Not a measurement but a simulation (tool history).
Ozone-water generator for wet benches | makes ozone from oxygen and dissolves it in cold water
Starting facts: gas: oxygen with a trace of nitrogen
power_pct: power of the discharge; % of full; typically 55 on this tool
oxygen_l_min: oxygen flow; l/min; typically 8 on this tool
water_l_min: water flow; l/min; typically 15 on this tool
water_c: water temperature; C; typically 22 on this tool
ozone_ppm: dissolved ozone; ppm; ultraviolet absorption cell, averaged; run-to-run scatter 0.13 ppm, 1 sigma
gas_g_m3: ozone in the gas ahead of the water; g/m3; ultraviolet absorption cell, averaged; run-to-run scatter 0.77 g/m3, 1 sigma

run	hour	power_pct	oxygen_l_min	water_l_min	water_c	ozone_ppm	gas_g_m3
1	0	55	8	15	22	14.8	116.5
2	19.9	55	8	15	22	14.4	116.2
3	56.9	55	8.7	15	22	14.3	110.4
4	76.4	42	8	15	22	11.6	92.5
5	107.1	42	8	15	22	11.3	93.2
6	123.8	55	8	15	22	14.4	116.8
7	163.1	55	8	21	22	11.2	115.5
8	192.7	55	11.69	15	22	12.9	93.4
9	218	55	6.59	15	22	15.4	131.2
10	243.7	55	8	15	22	14.4	114.4
11	279.9	55	8	15	22	14.6	114.9
12	299.2	55	8	15	22	14.7	116.2
13	318	55	8	24	22	9.9	116
14	342.8	55	8	24	22	9.9	115
15	382.3	55	8	24	22	10	115.6
16	414.5	55	8	15	18	15.7	115.8
17	444.6	55	8	15	18	15.8	116.5
18	471	94	9.59	18	22	19	162.9
19	507	66	9.25	20	15	14.9	123.3
20	541	55	5.41	15	22	15.6	147.5
21	558.3	55	5.41	15	22	15.8	146.2
22	574.7	55	5.41	15	22	15.5	145.8
23	614.9	67	5.41	9	22	26.3	173.9
24	639.2	51	8	15	22	13.5	108.5

Run 25 comes next. What will it give?
25	661.1	51	8	15	22	?	?

ozone_ppm: 13.2 ppm
gas_g_m3: 108.4 g/m3
If the tool had no hidden condition, the same run with the same run-to-run variation would have returned ozone_ppm 13.8 ppm, gas_g_m3 110.2 g/m3.
